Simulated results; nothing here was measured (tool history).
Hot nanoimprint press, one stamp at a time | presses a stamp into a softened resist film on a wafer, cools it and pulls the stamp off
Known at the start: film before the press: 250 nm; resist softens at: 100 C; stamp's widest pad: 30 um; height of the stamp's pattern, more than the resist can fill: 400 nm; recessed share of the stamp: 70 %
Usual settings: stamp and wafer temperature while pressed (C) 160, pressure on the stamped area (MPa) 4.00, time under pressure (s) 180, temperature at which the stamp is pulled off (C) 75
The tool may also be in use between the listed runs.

run,day,stamp and wafer temperature while pressed (C),pressure on the stamped area (MPa),time under pressure (s),temperature at which the stamp is pulled off (C),resist left under the stamp's widest pad (nm),greatest force while the stamp is pulled off (N)
1,0.000,160,4.00,180,75,151.7,153
2,0.925,160,4.00,180,75,153.7,157
3,1.612,160,4.00,180,75,152.2,158
4,2.246,160,4.00,180,75,153.4,159
5,2.804,162,4.00,180,75,141.8,161
6,3.700,162,4.00,180,75,141.4,163
# day 4.429: plate thermocouple calibrated
7,4.733,162,4.00,180,75,135.2,164
# day 5.817: stamp cleaned and given a new release coat
8,5.850,162,4.00,180,75,135.9,150
9,6.446,162,4.00,180,75,136.5,153
10,7.108,162,4.00,180,75,135.7,155
11,8.033,149,4.00,180,75,203.4,157
12,8.892,149,4.00,180,75,203.7,160
13,9.442,149,4.00,180,75,204.7,160
14,10.083,149,4.00,180,75,204.9,164
15,11.029,149,4.00,180,75,204.9,165
# day 11.512: stamp cleaned and given a new release coat
16,12.175,149,4.00,180,75,205.4,153
17,12.917,149,4.00,180,75,206.3,155
18,13.671,161,2.79,180,75,161.4,157
19,14.175,170,4.00,180,62,103.4,181
20,14.583,170,4.00,180,62,103.8,182
21,15.404,161,3.76,154,75,155.2,162
22,16.138,166,4.86,261,75,96.1,163
# day 17.208: stamp cleaned and given a new release coat
23,17.308,169,4.86,261,75,85.8,153
24,18.196,169,4.86,261,75,85.1,155
25,19.050,169,2.81,221,71,115.4,165
26,19.921,165,6.36,180,75,107.3,160
27,20.554,164,6.36,180,61,110.5,190
28,21.212,148,6.36,248,62,185.8,183
29,21.975,149,4.57,180,75,204.8,165

3 ways to go on from here, each from the tool as it stands after run 29. What would each give?
# day 22.875: stamp cleaned and given a new release coat
A,22.875,154,4.00,180,75,?,?
# day 22.875: stamp cleaned and given a new release coat
B,22.875,160,4.00,180,75,?,?
# day 22.875: stamp cleaned and given a new release coat
C,22.875,149,5.89,180,81,?,?

run,resist left under the stamp's widest pad (nm),greatest force while the stamp is pulled off (N)
A,184.1,151
B,152.2,153
C,195.8,142
Without the tool's hidden state the same runs would have given:
run,resist left under the stamp's widest pad (nm),greatest force while the stamp is pulled off (N)
A,175.7,149
B,143.4,151
C,185.9,141
